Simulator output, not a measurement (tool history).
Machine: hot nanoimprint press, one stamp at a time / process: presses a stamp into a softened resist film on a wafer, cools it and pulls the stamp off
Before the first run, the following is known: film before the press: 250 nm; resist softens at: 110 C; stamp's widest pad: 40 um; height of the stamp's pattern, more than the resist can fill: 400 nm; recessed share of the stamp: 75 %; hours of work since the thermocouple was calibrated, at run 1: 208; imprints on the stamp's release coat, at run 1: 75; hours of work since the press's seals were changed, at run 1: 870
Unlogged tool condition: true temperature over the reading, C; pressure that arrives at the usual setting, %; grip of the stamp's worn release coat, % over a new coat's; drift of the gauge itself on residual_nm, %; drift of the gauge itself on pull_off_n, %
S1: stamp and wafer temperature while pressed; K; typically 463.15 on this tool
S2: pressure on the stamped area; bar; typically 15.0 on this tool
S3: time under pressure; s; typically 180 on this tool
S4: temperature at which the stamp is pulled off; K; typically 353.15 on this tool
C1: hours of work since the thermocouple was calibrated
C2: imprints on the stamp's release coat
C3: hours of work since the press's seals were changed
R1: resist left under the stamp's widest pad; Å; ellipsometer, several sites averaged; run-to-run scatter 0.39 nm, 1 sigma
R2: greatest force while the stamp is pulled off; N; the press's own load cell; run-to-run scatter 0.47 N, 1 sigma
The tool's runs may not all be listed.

run    hour      S1    S2   S3      S4   C1   C2   C3    R1     R2
  1     0.0  463.15  15.0  180  353.15  208   75  870   877   95.9
       24.0  -- press's hydraulic seals changed and the load cell set to zero
  2    68.1  463.15  15.0  180  345.15  253  425   33   886  109.3
  3   126.2  463.15  15.0  180  353.15  295  763   75   886   97.1
      157.7  -- stamp cleaned and given a new release coat
  4   166.2  463.15  15.0  180  353.15  321   50  100   883   97.5
  5   202.3  463.15  15.0  180  353.15  347  260  127   874   96.5
  6   250.8  465.15  15.0  180  353.15  383  542  163   811   98.1
  7   301.5  463.15  15.0  180  353.15  420  837  200   879   96.7
      319.3  -- stamp cleaned and given a new release coat
  8   339.1  463.15  15.0  205  353.15  444  115  223   845   96.8
  9   383.8  463.15  15.0  205  353.15  476  376  256   837   97.0
      408.1  -- plate thermocouple calibrated
 10   437.9  463.15  15.0  205  353.15   22  674  294   840   97.3
 11   473.3  463.15  15.0  205  353.15   48  880  320   847   97.5
      483.4  -- stamp cleaned and given a new release coat
 12   536.5  463.15  15.0  205  353.15   90  309  362   839   96.9
 13   579.6  463.15  15.0  205  353.15  122  561  394   842   97.1
 14   624.1  463.15  15.0  205  353.15  155  820  427   835   97.3
      644.1  -- stamp cleaned and given a new release coat
 15   680.6  473.15  14.0  205  353.15  192  213  464   604   96.7
 16   710.1  460.15  15.0  199  340.15  214  385  486   952  117.1
 17   754.2  465.15  15.0  180  359.15  246  641  518   815   87.8
 18   785.0  463.15  15.0  180  361.15  269  821  541   886   84.4
      805.0  -- stamp cleaned and given a new release coat
 19   839.7  463.15  15.0  180  361.15  305  201  577   876   84.1
 20   867.2  463.15  15.0  180  361.15  325  362  597   873   84.5
 21   902.3  468.15  15.0  139  353.15  351  566  623   811   97.4
 22   951.5  468.15  15.0  139  353.15  387  853  659   802   96.7
      967.8  -- stamp cleaned and given a new release coat
 23  1000.7  473.15  15.0  180  353.15  419  192  691   610   97.0
 24  1030.6  474.15  12.1  180  353.15  441  367  713   670   96.9
 25  1076.2  461.15  12.2  180  353.15  475  632  747  1063   97.4
     1103.9  -- plate thermocouple calibrated
     1131.9  -- stamp cleaned and given a new release coat
 26  1145.9  462.15  15.0  115  346.15   27   82  791  1075  107.2
 27  1190.1  462.15  15.0  115  346.15   59  339  824  1080  107.8
 28  1217.3  463.15  22.8  180  347.15   79  497  844   698  106.1

Alternative continuations, all from the tool just after run 28; predict every row:
     1277.3  -- press's hydraulic seals changed and the load cell set to zero
  A  1281.4  463.15  22.8  199  342.15  120  824   3   ?   ?
     1277.3  -- press's hydraulic seals changed and the load cell set to zero
  B  1281.4  463.15  10.0  246  359.15  120  824   3   ?   ?
     1277.3  -- press's hydraulic seals changed and the load cell set to zero
  C  1281.4  457.15  15.0  295  355.15  120  824   3   ?   ?
     1277.3  -- press's hydraulic seals changed and the load cell set to zero
  D  1281.4  452.15  15.0  180  353.15  120  824   3   ?   ?

run    R1     R2
  A   675  114.6
  B   978   87.5
  C   930   93.9
  D  1337   96.1
Stripped of hidden state, with their random variation kept, the same runs would have yielded:
run    R1     R2
  A   674  114.4
  B   978   87.4
  C   929   93.8
  D  1336   96.0

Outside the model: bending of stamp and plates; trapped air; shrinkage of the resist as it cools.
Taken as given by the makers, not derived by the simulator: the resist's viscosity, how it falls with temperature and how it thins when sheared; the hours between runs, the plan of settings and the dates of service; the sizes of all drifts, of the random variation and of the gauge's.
